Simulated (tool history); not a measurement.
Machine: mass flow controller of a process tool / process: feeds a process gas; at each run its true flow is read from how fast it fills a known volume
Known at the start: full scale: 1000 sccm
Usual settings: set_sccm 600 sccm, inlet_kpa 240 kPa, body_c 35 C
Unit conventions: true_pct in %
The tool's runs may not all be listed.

run,hour,set_sccm,inlet_kpa,body_c,true_pct
1,0,600,240,35,99.47
2,164.6,600,238,35,99.5
3,304,166,238,35,98.06
4,494.6,178,240,35,97.95
5,622.1,178,240,35,98.24
6,708.3,178,240,35,98.01
7,858.7,178,240,35,98.14
8,1063.6,178,240,35,98.25
9,1178.9,178,240,35,98.05
10,1298.7,178,240,35,98.16
11,1496.6,600,240,35,99.34
12,1592.8,600,240,35,99.28
13,1757.6,979,203,20,99.27
14,1962.4,131,203,24,96.97
15,2138.7,134,260,33,97.58
16,2307.8,260,145,34,98.2
17,2428.2,977,197,30,100.06
18,2547.8,799,278,33,99.61
19,2665.1,799,278,33,99.53
20,2805.9,600,240,38,99.37
21,2938.4,634,154,22,98.16
22,3047.7,602,219,32,98.87

Below are 5 alternative next runs, each starting from the tool's condition after run 22. Predict each:
A,3185,600,209,35,?
B,3185,288,240,20,?
C,3185,114,156,25,?
D,3185,114,240,24,?
E,3185,602,242,32,?

run,true_pct
A,99.22
B,96.87
C,96.85
D,96.66
E,98.82
With the hidden condition removed and each run's random variation left untouched, the same runs would have given:
run,true_pct
A,99.68
B,97.31
C,97.29
D,97.09
E,99.28

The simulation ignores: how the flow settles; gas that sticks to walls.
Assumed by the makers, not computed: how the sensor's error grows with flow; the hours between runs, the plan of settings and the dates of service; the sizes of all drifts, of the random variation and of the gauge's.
